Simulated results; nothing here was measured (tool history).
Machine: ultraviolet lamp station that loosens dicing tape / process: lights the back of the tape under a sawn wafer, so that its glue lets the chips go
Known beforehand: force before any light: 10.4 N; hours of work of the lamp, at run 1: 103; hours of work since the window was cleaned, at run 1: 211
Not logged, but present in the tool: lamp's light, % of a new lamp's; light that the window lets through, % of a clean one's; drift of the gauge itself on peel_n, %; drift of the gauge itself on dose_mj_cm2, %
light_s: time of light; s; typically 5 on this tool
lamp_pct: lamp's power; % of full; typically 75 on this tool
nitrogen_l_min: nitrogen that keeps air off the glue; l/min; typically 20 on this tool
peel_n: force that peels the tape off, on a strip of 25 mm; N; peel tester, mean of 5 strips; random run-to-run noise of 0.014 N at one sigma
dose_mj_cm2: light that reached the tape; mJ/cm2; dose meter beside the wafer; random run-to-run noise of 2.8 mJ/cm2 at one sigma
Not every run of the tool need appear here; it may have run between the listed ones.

run   hour  light_s  lamp_pct  nitrogen_l_min  hours of work of the lamp  hours of work since the window was cleaned  peel_n  dose_mj_cm2
  1      0        5        75              20                        103                                         211   0.632          377
  2   17.6        5        75              20                        111                                         219   0.644          381
      19.2  -- window cleaned of glue's vapour
  3   32.1        7        75              20                        118                                           6   0.328          530
  4   46.5        7        75              20                        124                                          13   0.332          534
  5   56.2        5        75              11                        129                                          17   0.989          380
  6     69        5        75              11                        135                                          23   0.989          377
  7   77.9        5        75              23                        139                                          27   0.606          383
  8   94.4        5        75              23                        146                                          35   0.586          377
  9  103.1        5        75              23                        150                                          39   0.599          374
 10  118.4        5        75              23                        157                                          46   0.609          374
 11  132.2        5        75              23                        164                                          52   0.617          381
 12  147.1        5        72              20                        171                                          59   0.728          366
 13  166.4        9        82              20                        180                                          68   0.256          749
 14  177.8        5        70              20                        185                                          73   0.758          352
 15  189.8        9        66              27                        190                                          79   0.246          596
 16  201.9        5        62              24                        196                                          84   0.857          310
 17    217        5        62              24                        203                                          91   0.882          310
 18  230.3        5        62              24                        209                                          97   0.891          309
 19  245.7        5        62              24                        216                                         105   0.849          308
 20  260.4        4        62              24                        223                                         111   1.345          250
 21  268.6        4        62              24                        227                                         115   1.375          248
 22  276.9        5        64               8                        231                                         119   1.687          319
 23  287.5        5        75              16                        236                                         124   0.764          382

Alternative continuations, all from the tool just after run 23; predict every row:
  A  300.1        2        84              21                        241                                         130       ?            ?
  B  300.1        2        71               9                        241                                         130       ?            ?
  C  300.1        5        87              16                        241                                         130       ?            ?
  D  300.1        5        75              23                        241                                         130       ?            ?
  E  300.1        2        64              16                        241                                         130       ?            ?

run  peel_n  dose_mj_cm2
  A   2.756          171
  B   4.127          144
  C   0.556          438
  D   0.611          373
  E   3.947          130
Take away the tool's hidden state, keep each run's random variation, and the runs would have read:
run  peel_n  dose_mj_cm2
  A    2.75          171
  B   4.121          144
  C   0.554          439
  D   0.608          373
  E   3.941          131

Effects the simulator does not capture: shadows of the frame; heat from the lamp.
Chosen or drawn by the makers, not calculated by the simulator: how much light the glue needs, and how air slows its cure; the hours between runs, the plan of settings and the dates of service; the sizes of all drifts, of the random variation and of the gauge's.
